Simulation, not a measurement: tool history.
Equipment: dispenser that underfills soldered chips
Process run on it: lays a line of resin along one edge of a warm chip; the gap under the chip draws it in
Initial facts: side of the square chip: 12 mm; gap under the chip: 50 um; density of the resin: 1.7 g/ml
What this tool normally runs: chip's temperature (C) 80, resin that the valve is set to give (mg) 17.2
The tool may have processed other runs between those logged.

run	hour	chip's temperature (C)	resin that the valve is set to give (mg)	time until the resin shows at the far edge (s)	resin that the valve gave (mg)
1	0.0	80	17.2	67.1	16.28
# hour 3.1: new syringe of resin
2	4.0	80	19.5	49.9	18.29
3	8.9	80	19.5	59.7	18.40
4	14.5	80	19.5	72.7	18.15
# hour 15.1: new syringe of resin
5	20.0	80	19.5	57.4	18.03
6	25.7	80	21.7	68.4	20.16
# hour 27.3: new syringe of resin
7	29.0	80	21.7	51.0	20.15
8	33.2	80	21.7	59.4	20.25
# hour 36.9: dispensing valve cleaned and set on the balance
9	39.0	80	21.7	68.7	21.93
# hour 40.0: new syringe of resin
10	42.3	80	21.7	52.6	21.64
11	46.4	80	17.2	60.7	17.03
12	51.3	80	17.2	72.7	17.03
# hour 52.1: new syringe of resin
13	54.8	80	21.4	51.6	21.15
14	59.9	80	17.2	63.5	16.97
15	63.0	80	17.2	69.8	16.93
# hour 64.3: new syringe of resin
16	68.9	78	21.4	61.1	21.10
17	74.1	84	17.6	59.1	17.28
# hour 76.3: new syringe of resin
18	78.5	72	15.9	75.9	15.56
19	81.3	77	17.3	67.4	17.00
20	83.9	79	16.2	68.2	15.87
21	87.5	66	16.3	133.4	15.81
# hour 88.1: new syringe of resin
22	93.0	66	16.3	107.8	15.75
23	96.8	80	18.9	65.2	18.30
# hour 100.0: new syringe of resin
24	100.0	72	21.5	64.6	20.84
25	104.7	74	19.3	71.0	18.51
26	108.3	93	19.1	38.1	18.25
# hour 111.9: new syringe of resin
27	113.0	79	16.7	54.4	16.03
28	117.1	79	16.7	62.2	15.99
29	122.4	86	18.3	56.1	17.38

Each row is a separate what-if for the run after 29, all from the same tool condition, not one after another. Results?
# hour 123.7: new syringe of resin
A	127.6	76	18.3	?	?
# hour 123.7: new syringe of resin
B	127.6	77	16.6	?	?
# hour 123.7: new syringe of resin
C	127.6	86	16.1	?	?
# hour 123.7: new syringe of resin
D	127.6	90	19.3	?	?

run	time until the resin shows at the far edge (s)	resin that the valve gave (mg)
A	65.1	17.47
B	64.1	15.84
C	45.1	15.36
D	37.2	18.41
The same runs, with their run-to-run variation unchanged, on a tool lacking any hidden condition would have given:
run	time until the resin shows at the far edge (s)	resin that the valve gave (mg)
A	56.6	18.33
B	55.5	16.62
C	38.9	16.12
D	32.4	19.32
